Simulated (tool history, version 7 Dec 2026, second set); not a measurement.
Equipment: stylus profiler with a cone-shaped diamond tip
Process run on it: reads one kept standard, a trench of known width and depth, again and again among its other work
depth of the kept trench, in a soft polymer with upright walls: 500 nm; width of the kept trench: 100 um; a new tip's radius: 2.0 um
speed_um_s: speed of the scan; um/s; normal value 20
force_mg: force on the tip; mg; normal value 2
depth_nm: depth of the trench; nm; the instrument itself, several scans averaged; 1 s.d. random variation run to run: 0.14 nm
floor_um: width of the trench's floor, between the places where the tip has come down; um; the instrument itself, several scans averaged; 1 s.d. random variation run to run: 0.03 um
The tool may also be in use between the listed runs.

run    hour  speed_um_s  force_mg  depth_nm  floor_um
  1       0          20         2    503.54     97.23
  2    41.3          20      2.57    504.27     97.26
  3    86.4          20         2    503.51     97.28
  4   123.7          20      2.98    504.71     97.26
  5   161.3          20      2.98    504.58     97.29
  6   180.9          20      2.98    504.99     97.26
  7     227          20      2.98    504.64     97.31
  8   271.2          20      2.98    504.97     97.28
  9   290.5          20      2.98     504.9     97.24
 10   328.2          20      2.98    504.74     97.27
 11   370.5          20      2.98    504.75     97.26
 12   409.9          20      2.98     504.8     97.28
 13   439.2          20         2    503.69     97.23
 14   480.2          20         2    503.48     97.27
 15   506.7          20         2     503.9     97.24
 16   540.5          20         2    503.95     97.21
 17   561.9          20         2    503.87     97.24
 18   582.1          20         2    503.75     97.17
 19   615.5          14      2.39    504.03     97.25
 20   637.7          13      4.36    506.25     97.31
 21   664.1          19      0.89    502.41     97.18
 22   708.3          19      0.89    501.98     97.23
 23   748.3           9         2    503.42     97.25
 24   774.2           9      4.05    505.83     97.26
 25   797.2          60      1.75    503.44     97.08
 26   816.8          11      3.01    504.57     97.28
 27     839          10      2.49    504.33     97.28
 28   882.2          29      1.33    502.64     97.22
 29   915.7          13      2.83    504.49     97.24
 30   947.8          13      2.83    504.79     97.29
 31   980.9           7      1.55    503.03     97.29
 32  1019.1          67      3.22    504.87     97.06
 33  1061.8          12      0.88    502.08     97.22

3 ways to go on from here, each from the tool as it stands after run 33. What would each give?
  A  1083.8          34      4.87         ?         ?
  B  1083.8          29      1.87         ?         ?
  C  1083.8          67      1.95         ?         ?

run  depth_nm  floor_um
  A    506.44     97.26
  B    503.66      97.2
  C    503.67     97.05
With no hidden state in the tool, these same runs would have given:
run  depth_nm  floor_um
  A    506.42     97.28
  B    503.64     97.22
  C    503.65     97.07
